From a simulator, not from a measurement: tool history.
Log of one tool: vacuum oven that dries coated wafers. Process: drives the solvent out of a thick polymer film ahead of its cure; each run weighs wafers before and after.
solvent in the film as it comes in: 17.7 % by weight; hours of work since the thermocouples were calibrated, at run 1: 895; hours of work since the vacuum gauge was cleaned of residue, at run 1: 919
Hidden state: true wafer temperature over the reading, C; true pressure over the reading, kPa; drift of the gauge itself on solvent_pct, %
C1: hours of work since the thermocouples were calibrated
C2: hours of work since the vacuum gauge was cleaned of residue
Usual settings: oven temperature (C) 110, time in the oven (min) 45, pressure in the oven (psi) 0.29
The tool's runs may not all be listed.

Run 1, hour 0: usual settings; C1 895; C2 919. Result: solvent left in the film (%) 4.41.
Run 2, hour 41.3: usual settings; C1 912; C2 936. Result: solvent left in the film (%) 4.48.
Run 3, hour 89.9: usual settings but time in the oven (min) 73; C1 933; C2 957. Result: solvent left in the film (%) 2.68.
Run 4, hour 123.1: usual settings but time in the oven (min) 73; C1 947; C2 971. Result: solvent left in the film (%) 2.73.
Run 5, hour 157.3: usual settings but time in the oven (min) 22; C1 961; C2 986. Result: solvent left in the film (%) 7.79.
Run 6, hour 196.6: usual settings but time in the oven (min) 22; C1 978; C2 1002. Result: solvent left in the film (%) 7.77.
Run 7, hour 226.6: usual settings but time in the oven (min) 22; C1 990; C2 1015. Result: solvent left in the film (%) 7.8.
Run 8, hour 269.2: usual settings but time in the oven (min) 22; C1 1008; C2 1033. Result: solvent left in the film (%) 7.78.
Run 9, hour 324.4: usual settings but time in the oven (min) 22; C1 1032; C2 1056. Result: solvent left in the film (%) 7.76.
Run 10, hour 357.3: usual settings; C1 1046; C2 1070. Result: solvent left in the film (%) 4.39.
Run 11, hour 383.7: usual settings; C1 1057; C2 1081. Result: solvent left in the film (%) 4.41.
Run 12, hour 414.2: usual settings; C1 1070; C2 1094. Result: solvent left in the film (%) 4.43.
Run 13, hour 442.7: usual settings; C1 1082; C2 1106. Result: solvent left in the film (%) 4.42.
Run 14, hour 485.1: usual settings; C1 1100; C2 1124. Result: solvent left in the film (%) 4.43.
Run 15, hour 518.1: usual settings; C1 1114; C2 1138. Result: solvent left in the film (%) 4.43.
Run 16, hour 553.9: usual settings; C1 1129; C2 1153. Result: solvent left in the film (%) 4.42.
Run 17, hour 583.9: usual settings; C1 1142; C2 1166. Result: solvent left in the film (%) 4.39.
Run 18, hour 620.3: usual settings; C1 1157; C2 1181. Result: solvent left in the film (%) 4.38.
Run 19, hour 663.1: usual settings; C1 1175; C2 1199. Result: solvent left in the film (%) 4.4.
Run 20, hour 692.4: usual settings; C1 1187; C2 1212. Result: solvent left in the film (%) 4.42.
Run 21, hour 733.4: usual settings; C1 1205; C2 1229. Result: solvent left in the film (%) 4.41.
Run 22, hour 766: usual settings; C1 1219; C2 1243. Result: solvent left in the film (%) 4.37.
Run 23, hour 813: usual settings; C1 1238; C2 1263. Result: solvent left in the film (%) 4.38.
Run 24, hour 840: usual settings; C1 1250; C2 1274. Result: solvent left in the film (%) 4.41.
Run 25, hour 869.2: usual settings but oven temperature (C) 100, time in the oven (min) 67, pressure in the oven (psi) 0.257; C1 1262; C2 1287. Result: solvent left in the film (%) 4.65.
Run 26, hour 920.2: usual settings but oven temperature (C) 100, time in the oven (min) 67, pressure in the oven (psi) 0.257; C1 1284; C2 1308. Result: solvent left in the film (%) 4.69.
At hour 932.9: oven's thermocouples calibrated.
Run 27, hour 957.9: usual settings but oven temperature (C) 123, time in the oven (min) 33, pressure in the oven (psi) 0.271; C1 11; C2 1323. Result: solvent left in the film (%) 3.45.
Run 28, hour 1005.6: usual settings but oven temperature (C) 123, time in the oven (min) 33, pressure in the oven (psi) 0.271; C1 31; C2 1344. Result: solvent left in the film (%) 3.46.
Run 29, hour 1036.1: usual settings but oven temperature (C) 123, time in the oven (min) 33, pressure in the oven (psi) 0.271; C1 44; C2 1356. Result: solvent left in the film (%) 3.46.
Run 30, hour 1071.8: usual settings but pressure in the oven (psi) 0.283; C1 59; C2 1372. Result: solvent left in the film (%) 4.64.
Run 31, hour 1094.9: usual settings but oven temperature (C) 95, time in the oven (min) 32, pressure in the oven (psi) 1.155; C1 69; C2 1381. Result: solvent left in the film (%) 13.82.
Run 32, hour 1128.4: usual settings but time in the oven (min) 67, pressure in the oven (psi) 0.234; C1 83; C2 1395. Result: solvent left in the film (%) 2.87.
Run 33, hour 1183: usual settings but time in the oven (min) 67, pressure in the oven (psi) 0.234; C1 106; C2 1419. Result: solvent left in the film (%) 2.86.
Run 34, hour 1219.5: usual settings but time in the oven (min) 44, pressure in the oven (psi) 1.025; C1 121; C2 1434. Result: solvent left in the film (%) 7.83.
Run 35, hour 1260.6: usual settings but time in the oven (min) 54, pressure in the oven (psi) 0.677; C1 139; C2 1451. Result: solvent left in the film (%) 5.68.
Run 36, hour 1298.4: usual settings but oven temperature (C) 116, time in the oven (min) 38, pressure in the oven (psi) 0.383; C1 155; C2 1467. Result: solvent left in the film (%) 4.49.
Run 37, hour 1321.4: usual settings but oven temperature (C) 116, time in the oven (min) 38, pressure in the oven (psi) 0.383; C1 164; C2 1477. Result: solvent left in the film (%) 4.53.
Run 38, hour 1375.7: usual settings but oven temperature (C) 116, time in the oven (min) 41, pressure in the oven (psi) 0.319; C1 187; C2 1500. Result: solvent left in the film (%) 3.98.
Run 39, hour 1410.7: usual settings but oven temperature (C) 107, time in the oven (min) 73, pressure in the oven (psi) 0.526; C1 202; C2 1515. Result: solvent left in the film (%) 4.63.
Run 40, hour 1451: usual settings but oven temperature (C) 95; C1 219; C2 1532. Result: solvent left in the film (%) 8.05.
Run 41, hour 1501.9: usual settings but oven temperature (C) 96; C1 241; C2 1553. Result: solvent left in the film (%) 7.82.
Run 42, hour 1545.4: usual settings but oven temperature (C) 100, pressure in the oven (psi) 0.223; C1 259; C2 1572. Result: solvent left in the film (%) 6.53.
Run 43, hour 1592.5: usual settings but oven temperature (C) 103, time in the oven (min) 23, pressure in the oven (psi) 0.45; C1 279; C2 1592. Result: solvent left in the film (%) 9.79.
Run 44, hour 1626.7: usual settings but oven temperature (C) 96, time in the oven (min) 23, pressure in the oven (psi) 0.45; C1 293; C2 1606. Result: solvent left in the film (%) 11.22.
Run 45, hour 1654.2: usual settings but oven temperature (C) 125, time in the oven (min) 23, pressure in the oven (psi) 0.45; C1 305; C2 1618. Result: solvent left in the film (%) 5.15.
Run 46, hour 1686.4: usual settings but time in the oven (min) 69, pressure in the oven (psi) 0.766; C1 319; C2 1631. Result: solvent left in the film (%) 5.32.

5 ways to go on from here, each from the tool as it stands after run 46. What would each give?
Run A, hour 1741.2: usual settings but oven temperature (C) 98, time in the oven (min) 40, pressure in the oven (psi) 0.151; C1 342; C2 1655. Result: solvent left in the film (%) ?.
Run B, hour 1741.2: usual settings but time in the oven (min) 44, pressure in the oven (psi) 0.766; C1 342; C2 1655. Result: solvent left in the film (%) ?.
Run C, hour 1741.2: usual settings but oven temperature (C) 111; C1 342; C2 1655. Result: solvent left in the film (%) ?.
Run D, hour 1741.2: usual settings but time in the oven (min) 36; C1 342; C2 1655. Result: solvent left in the film (%) ?.
Run E, hour 1741.2: usual settings but oven temperature (C) 97, time in the oven (min) 25, pressure in the oven (psi) 0.178; C1 342; C2 1655. Result: solvent left in the film (%) ?.

run  solvent left in the film (%)
  A                          7.13
  B                          6.73
  C                           4.4
  D                          5.64
  E                          9.59
Without the tool's hidden state the same runs would have given:
run  solvent left in the film (%)
  A                          7.07
  B                          6.73
  C                          4.37
  D                          5.63
  E                          9.56

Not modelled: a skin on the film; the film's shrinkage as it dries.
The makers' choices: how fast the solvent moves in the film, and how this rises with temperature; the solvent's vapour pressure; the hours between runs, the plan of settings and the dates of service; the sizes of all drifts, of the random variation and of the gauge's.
